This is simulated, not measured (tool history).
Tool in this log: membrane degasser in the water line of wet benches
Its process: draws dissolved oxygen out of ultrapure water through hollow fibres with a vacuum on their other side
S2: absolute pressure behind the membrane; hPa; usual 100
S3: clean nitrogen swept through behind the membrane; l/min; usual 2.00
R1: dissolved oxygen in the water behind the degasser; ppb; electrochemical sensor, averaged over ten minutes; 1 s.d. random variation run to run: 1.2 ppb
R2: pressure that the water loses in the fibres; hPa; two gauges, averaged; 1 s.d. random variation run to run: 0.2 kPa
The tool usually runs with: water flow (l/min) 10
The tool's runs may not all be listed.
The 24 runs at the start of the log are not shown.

run 25 hour=1499.3 | water_flow_(l/min)=10 S2=100 S3=1.02 | R1=192.3 R2=464.4
run 26 hour=1566.4 | water_flow_(l/min)=8 S2=83 S3=4.07 | R1=43.4 R2=371.7
run 27 hour=1631.5 | water_flow_(l/min)=8 S2=83 S3=4.07 | R1=44.2 R2=372.5
run 28 hour=1704.7 | water_flow_(l/min)=8 S2=83 S3=4.07 | R1=44.1 R2=368.2
run 29 hour=1778.6 | water_flow_(l/min)=7 S2=126 S3=4.07 | R1=52.0 R2=327.4
run 30 hour=1836.2 | water_flow_(l/min)=10 S2=123 S3=4.07 | R1=92.6 R2=466.2
run 31 hour=1894.9 | water_flow_(l/min)=9 S2=62 S3=1.41 | R1=71.9 R2=420.6
run 32 hour=1950.7 | water_flow_(l/min)=9 S2=154 S3=2.50 | R1=133.4 R2=420.5
run 33 hour=2022.2 | water_flow_(l/min)=9 S2=154 S3=2.50 | R1=132.9 R2=418.5

Below are 3 alternative next runs, each starting from the tool's condition after run 33. Predict each:
run A hour=2062.2 | water_flow_(l/min)=7 S2=190 S3=4.92 | R1=? R2=?
run B hour=2062.2 | water_flow_(l/min)=11 S2=68 S3=2.00 | R1=? R2=?
run C hour=2062.2 | water_flow_(l/min)=9 S2=84 S3=1.15 | R1=? R2=?

run=A R1=68.7 R2=327.7
run=B R1=94.8 R2=511.3
run=C R1=123.1 R2=417.0
The same runs, with their run-to-run variation unchanged, on a tool lacking any hidden condition would have given:
run=A R1=68.7 R2=327.6
run=B R1=94.7 R2=511.1
run=C R1=123.0 R2=416.9
